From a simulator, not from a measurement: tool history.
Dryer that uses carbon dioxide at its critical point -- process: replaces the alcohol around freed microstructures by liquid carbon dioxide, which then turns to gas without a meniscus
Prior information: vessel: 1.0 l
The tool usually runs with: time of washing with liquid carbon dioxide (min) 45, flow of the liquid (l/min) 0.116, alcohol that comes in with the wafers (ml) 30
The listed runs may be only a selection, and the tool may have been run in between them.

run	hour	time of washing with liquid carbon dioxide (min)	flow of the liquid (l/min)	alcohol that comes in with the wafers (ml)	alcohol left in the vessel before it's heated (ppm by volume)
1	0.0	45	0.116	30	870
# hour 20.9: inlet filter changed
2	27.5	45	0.116	30	528
3	68.7	45	0.116	32	606
4	93.8	45	0.116	32	634
5	118.9	45	0.116	32	669
6	155.9	45	0.116	30	662
7	196.5	45	0.116	30	739
# hour 241.2: purifier's bed changed
8	248.3	28	0.181	89	1856
9	288.7	27	0.181	46	1201
10	322.2	29	0.101	23	2757
11	371.9	45	0.182	41	145

Pick out some run-to-run changes in alcohol left in the vessel before it's heated (ppm by volume). Of each, how much would a tool without hidden state show as well, from the settings, what came in and chance, and how much is left for the hidden state and any gauge scatter not in both results compared?
The hidden state here: flow that reaches the vessel past the clogged filter, %; alcohol in the recycled carbon dioxide, ppm; drift of the gauge itself on alcohol_ppm, %.
Run 10 -> 11: time of washing with liquid carbon dioxide (min) 29 -> 45, flow of the liquid (l/min) 0.101 -> 0.182, alcohol that comes in with the wafers (ml) 23 -> 41. alcohol left in the vessel before it's heated (ppm by volume) -2612: hidden state -692, all else -1920.

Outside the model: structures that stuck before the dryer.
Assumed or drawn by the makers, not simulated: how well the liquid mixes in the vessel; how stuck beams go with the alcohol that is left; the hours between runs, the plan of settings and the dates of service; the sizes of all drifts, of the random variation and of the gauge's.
